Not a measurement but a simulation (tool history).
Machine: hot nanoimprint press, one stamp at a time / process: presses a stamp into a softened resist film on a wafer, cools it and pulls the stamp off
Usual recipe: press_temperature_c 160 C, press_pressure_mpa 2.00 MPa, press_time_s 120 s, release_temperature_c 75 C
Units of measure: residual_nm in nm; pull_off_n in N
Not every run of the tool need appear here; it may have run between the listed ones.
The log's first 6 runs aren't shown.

run,hour,press_temperature_c,press_pressure_mpa,press_time_s,release_temperature_c,hours of work since the thermocouple was calibrated,imprints on the stamp's release coat,hours of work since the press's seals were changed,residual_nm,pull_off_n
7,303.6,160,2.00,85,75,151,1351,227,194.5,153
8,370.7,160,2.00,91,75,184,1596,260,191.6,158
9,408.5,160,2.00,91,75,203,1734,279,190.7,159
10,483.2,160,2.00,91,75,240,2007,316,191.8,163
11,530.1,160,2.00,91,80,264,2179,339,195.5,142
12,574.3,160,2.00,91,80,286,2340,361,196.8,151
# hour 581.1: plate thermocouple calibrated
# hour 606.8: stamp cleaned and given a new release coat
13,631.4,160,2.00,91,80,22,90,385,197.8,118
14,675.9,160,2.00,71,75,44,253,407,212.0,135
15,734.9,160,2.00,71,75,74,468,437,214.4,136
16,772.2,160,1.28,120,64,92,605,455,212.2,178
17,830.6,150,2.00,120,75,121,818,484,249.9,146
18,870.6,158,2.00,120,75,141,965,504,196.9,145
19,943.4,158,2.75,120,74,177,1231,541,176.8,153
# hour 965.2: plate thermocouple calibrated, once more
20,980.9,170,2.75,153,61,8,1357,558,93.5,200
21,1048.4,166,1.72,153,61,41,1604,591,131.3,201
22,1090.0,160,2.00,120,64,62,1756,612,170.2,194
23,1152.2,160,2.00,120,64,93,1983,643,172.1,197
24,1193.3,160,2.00,120,64,114,2133,663,172.1,202
25,1227.4,160,2.00,120,64,130,2258,680,173.4,204
# hour 1280.3: stamp cleaned and given a new release coat
26,1292.8,152,2.00,122,74,160,46,710,225.9,126
27,1328.1,152,1.91,122,75,178,175,727,230.2,123
28,1377.3,156,1.26,120,75,202,355,752,231.3,135
29,1430.2,156,1.26,120,75,228,548,778,231.8,134
30,1490.8,170,1.26,149,75,259,770,808,135.8,140

What if the next run were any one of these 4? Each begins from the tool's condition after run 30:
A,1543.1,153,2.00,231,62,285,961,834,?,?
B,1543.1,160,1.59,93,75,285,961,834,?,?
C,1543.1,170,1.74,202,75,285,961,834,?,?
D,1543.1,170,1.26,170,75,285,961,834,?,?

run,residual_nm,pull_off_n
A,179.1,181
B,208.9,147
C,104.0,148
D,129.0,145
The same runs, with their run-to-run variation unchanged, on a tool lacking any hidden condition would have given:
run,residual_nm,pull_off_n
A,167.4,156
B,198.4,126
C,97.3,127
D,121.7,124
